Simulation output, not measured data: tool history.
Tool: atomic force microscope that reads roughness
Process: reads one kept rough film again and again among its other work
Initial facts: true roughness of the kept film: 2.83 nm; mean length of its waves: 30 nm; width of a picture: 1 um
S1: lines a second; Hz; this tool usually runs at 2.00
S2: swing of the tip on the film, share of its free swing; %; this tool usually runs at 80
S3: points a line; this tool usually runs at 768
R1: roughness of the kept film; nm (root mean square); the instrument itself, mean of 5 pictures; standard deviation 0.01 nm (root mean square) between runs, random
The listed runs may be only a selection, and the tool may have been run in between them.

{"run": 1, "hour": 0.0, "S1": 2.0, "S2": 80, "S3": 768, "R1": 2.16}
{"run": 2, "hour": 13.7, "S1": 2.0, "S2": 80, "S3": 362, "R1": 2.115}
{"run": 3, "hour": 35.2, "S1": 2.0, "S2": 80, "S3": 362, "R1": 2.103}
{"run": 4, "hour": 60.5, "S1": 2.0, "S2": 80, "S3": 362, "R1": 2.102}
{"run": 5, "hour": 72.3, "S1": 2.0, "S2": 80, "S3": 340, "R1": 2.08}
{"run": 6, "hour": 92.2, "S1": 2.0, "S2": 80, "S3": 340, "R1": 2.372}
{"run": 7, "hour": 117.0, "S1": 2.0, "S2": 80, "S3": 340, "R1": 2.321}
{"run": 8, "hour": 128.9, "S1": 2.0, "S2": 80, "S3": 263, "R1": 2.31}
{"run": 9, "hour": 144.8, "S1": 2.0, "S2": 80, "S3": 263, "R1": 2.308}
{"run": 10, "hour": 170.6, "S1": 2.0, "S2": 80, "S3": 263, "R1": 2.287}
{"run": 11, "hour": 192.6, "S1": 2.0, "S2": 80, "S3": 263, "R1": 2.279}
{"run": 12, "hour": 218.1, "S1": 2.0, "S2": 80, "S3": 263, "R1": 2.244}
{"run": 13, "hour": 244.5, "S1": 2.0, "S2": 80, "S3": 263, "R1": 2.229}
{"run": 14, "hour": 270.7, "S1": 2.0, "S2": 80, "S3": 263, "R1": 2.192}
{"run": 15, "hour": 282.0, "S1": 2.0, "S2": 66, "S3": 263, "R1": 2.272}
{"run": 16, "hour": 306.0, "S1": 2.0, "S2": 66, "S3": 263, "R1": 2.236}
{"run": 17, "hour": 318.2, "S1": 2.0, "S2": 66, "S3": 263, "R1": 2.244}
{"run": 18, "hour": 332.0, "S1": 2.0, "S2": 57, "S3": 263, "R1": 2.281}
{"run": 19, "hour": 344.9, "S1": 1.24, "S2": 57, "S3": 263, "R1": 2.284}
{"run": 20, "hour": 365.8, "S1": 3.53, "S2": 80, "S3": 768, "R1": 2.04}
{"run": 21, "hour": 385.5, "S1": 3.53, "S2": 80, "S3": 441, "R1": 2.013}
{"run": 22, "hour": 400.2, "S1": 2.0, "S2": 80, "S3": 768, "R1": 2.129}
{"run": 23, "hour": 414.3, "S1": 2.0, "S2": 80, "S3": 768, "R1": 2.11}
{"run": 24, "hour": 436.1, "S1": 2.0, "S2": 80, "S3": 768, "R1": 2.407}
{"run": 25, "hour": 449.2, "S1": 2.0, "S2": 80, "S3": 768, "R1": 2.376}
{"run": 26, "hour": 475.1, "S1": 2.0, "S2": 80, "S3": 768, "R1": 2.35}
{"run": 27, "hour": 486.7, "S1": 0.65, "S2": 80, "S3": 768, "R1": 2.485}
{"run": 28, "hour": 504.4, "S1": 1.48, "S2": 78, "S3": 723, "R1": 2.4}
{"run": 29, "hour": 526.1, "S1": 0.57, "S2": 80, "S3": 352, "R1": 2.424}
{"run": 30, "hour": 548.3, "S1": 0.57, "S2": 80, "S3": 352, "R1": 2.409}
{"run": 31, "hour": 571.7, "S1": 1.88, "S2": 55, "S3": 854, "R1": 2.413}
{"run": 32, "hour": 591.8, "S1": 2.0, "S2": 80, "S3": 383, "R1": 2.244}
{"run": 33, "hour": 612.0, "S1": 2.0, "S2": 57, "S3": 768, "R1": 2.371}
{"run": 34, "hour": 635.2, "S1": 2.0, "S2": 57, "S3": 768, "R1": 2.338}
{"run": 35, "hour": 646.7, "S1": 3.28, "S2": 56, "S3": 768, "R1": 2.294}
{"run": 36, "hour": 668.8, "S1": 1.24, "S2": 83, "S3": 979, "R1": 2.214}
{"run": 37, "hour": 684.4, "S1": 3.16, "S2": 70, "S3": 432, "R1": 2.18}
{"run": 38, "hour": 700.2, "S1": 1.77, "S2": 82, "S3": 357, "R1": 2.145}
{"run": 39, "hour": 713.9, "S1": 1.18, "S2": 64, "S3": 267, "R1": 2.257}
{"run": 40, "hour": 730.0, "S1": 1.18, "S2": 64, "S3": 267, "R1": 2.231}
{"run": 41, "hour": 741.4, "S1": 2.55, "S2": 75, "S3": 269, "R1": 2.089}
{"run": 42, "hour": 756.2, "S1": 1.2, "S2": 75, "S3": 1009, "R1": 2.194}
{"run": 43, "hour": 778.0, "S1": 1.2, "S2": 75, "S3": 1009, "R1": 2.193}
{"run": 44, "hour": 791.1, "S1": 0.58, "S2": 89, "S3": 432, "R1": 2.488}
{"run": 45, "hour": 804.0, "S1": 0.58, "S2": 89, "S3": 432, "R1": 2.478}
{"run": 46, "hour": 821.6, "S1": 2.0, "S2": 80, "S3": 698, "R1": 2.345}
{"run": 47, "hour": 845.6, "S1": 0.61, "S2": 61, "S3": 768, "R1": 2.522}

Not shown: 5 entries that the log had between the listed runs. Between which runs, and how does the tool's hidden state differ before and after?
Between runs 5 and 6: new tip fitted (hour 76.5)
  radius of the tip, nm: 19.8 -> 7.8; height scale over the true one, %: 0.34 -> 0.35
  what was measured, less what the result would be without the hidden state, R1: -0.295 -> -0.013 nm (root mean square)
Between runs 23 and 24: new tip fitted (hour 429.4)
  radius of the tip, nm: 19.1 -> 7.7; height scale over the true one, %: 0.51 -> 0.52
  what was measured, less what the result would be without the hidden state, R1: -0.279 -> -0.007 nm (root mean square)
Between runs 31 and 32: height scale calibrated on a step standard (hour 573.8)
  radius of the tip, nm: 12.5 -> 13.2; height scale over the true one, %: 0.58 -> 0.86
  what was measured, less what the result would be without the hidden state, R1: -0.135 -> -0.138 nm (root mean square)
Between runs 33 and 34: height scale calibrated on a step standard, once more (hour 615.7)
  radius of the tip, nm: 13.9 -> 14.7; height scale over the true one, %: 0.87 -> 0.07
  what was measured, less what the result would be without the hidden state, R1: -0.165 -> -0.204 nm (root mean square)
Between runs 43 and 44: new tip fitted (hour 784.6)
  radius of the tip, nm: 19.7 -> 7.4
  what was measured, less what the result would be without the hidden state, R1: -0.317 -> -0.007 nm (root mean square)
